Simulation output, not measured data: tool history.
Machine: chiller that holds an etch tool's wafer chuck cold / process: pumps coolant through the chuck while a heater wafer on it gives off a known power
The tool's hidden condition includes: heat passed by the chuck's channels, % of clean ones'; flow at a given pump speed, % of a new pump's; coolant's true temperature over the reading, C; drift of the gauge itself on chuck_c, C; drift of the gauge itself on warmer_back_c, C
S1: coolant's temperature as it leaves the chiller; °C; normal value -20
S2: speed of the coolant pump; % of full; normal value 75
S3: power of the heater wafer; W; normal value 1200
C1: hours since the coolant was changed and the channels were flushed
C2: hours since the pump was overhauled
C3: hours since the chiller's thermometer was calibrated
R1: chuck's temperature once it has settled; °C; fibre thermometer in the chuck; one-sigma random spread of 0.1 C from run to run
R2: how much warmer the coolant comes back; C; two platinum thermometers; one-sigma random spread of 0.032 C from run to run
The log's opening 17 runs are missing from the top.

run     day   S1  S2    S3    C1    C2    C3     R1    R2
 18  16.996  -20  63   726  6976   799  4398  -11.1  2.86
 19  17.604  -20  63   726  6990   814  4413  -11.2  2.88
 20  18.938  -20  75  1443  7022   846  4445   -4.1  4.85
 21  19.704  -13  72   628  7041   864  4463   -5.9  2.21
 22  20.546  -16  66  1200  7061   884  4484   -1.8  4.65
 23  21.204  -16  66  1200  7077   900  4499   -1.9  4.59
 24  22.138  -16  97  1061  7099   923  4522   -5.6  2.79
 25  23.000  -26  61  1544  7120   943  4543   -7.2  6.39
 26  23.742  -20  75  1076  7138   961  4560   -7.9  3.63
 27  24.938  -19  75  1390  7166   990  4589   -3.6  4.68
 28  25.600  -20  75   875  7182  1006  4605  -10.3  2.94
 29  26.800  -16  75   875  7211  1034  4634   -6.2  2.96
 30  27.829  -17  76  1200  7236  1059  4658   -3.8  3.97
 31  28.850  -28  87   899  7260  1084  4683  -18.6  2.61

4 ways to go on from here, each from the tool as it stands after run 31. What would each give?
  A  30.054  -20  75  1347  7289  1113  4712   ?   ?
  B  30.054  -28  87  1726  7289  1113  4712   ?   ?
  C  30.054  -20  62  1200  7289  1113  4712   ?   ?
  D  30.054  -13  94  1014  7289  1113  4712   ?   ?

run     R1    R2
  A   -5.2  4.55
  B  -10.2  5.02
  C   -5.5  4.91
  D   -3.1  2.76
Without the tool's unlogged condition, the same runs would have read:
run     R1    R2
  A   -5.2  4.55
  B  -10.2  5.02
  C   -5.5  4.91
  D   -3.1  2.76
